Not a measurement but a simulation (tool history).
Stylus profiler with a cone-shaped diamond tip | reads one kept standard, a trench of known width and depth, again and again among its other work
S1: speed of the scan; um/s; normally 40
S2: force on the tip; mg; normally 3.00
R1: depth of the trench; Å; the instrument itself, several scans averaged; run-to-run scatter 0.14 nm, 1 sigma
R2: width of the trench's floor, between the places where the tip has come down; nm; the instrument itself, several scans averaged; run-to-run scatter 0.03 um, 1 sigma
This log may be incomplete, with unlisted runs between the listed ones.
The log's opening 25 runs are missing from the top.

run	hour	S1	S2	R1	R2
26	2802.9	88	7.03	5089.2	96480
27	2889.4	13	2.77	5033.9	96660
28	3027.6	157	2.70	5028.8	95810
29	3124.3	42	3.35	5040.5	96440
30	3203.8	47	2.21	5020.1	96320
31	3302.7	21	1.78	5009.4	96440
32	3366.3	29	1.13	4995.5	96300
33	3449.7	15	1.43	5003.7	96390
34	3550.0	18	1.21	4997.2	96340
35	3633.4	44	3.00	5027.3	96190
36	3720.5	142	6.59	5067.1	95890
37	3792.4	119	3.00	5022.9	95850
38	3889.2	119	3.00	5023.1	95850
39	3963.7	65	1.76	5002.5	95890

Forecast each of these 5 alternatives for the next run:
A	4053.4	64	8.98	?	?
B	4053.4	26	8.78	?	?
C	4053.4	61	3.00	?	?
D	4053.4	21	5.76	?	?
E	4053.4	65	4.10	?	?

run	R1	R2
A	5091.6	96130
B	5087.3	96240
C	5018.5	96040
D	5055.5	96230
E	5033.2	96060
Take away the tool's hidden state, keep each run's random variation, and the runs would have read:
run	R1	R2
A	5136.6	97160
B	5132.3	97260
C	5062.9	97070
D	5100.2	97260
E	5077.8	97080
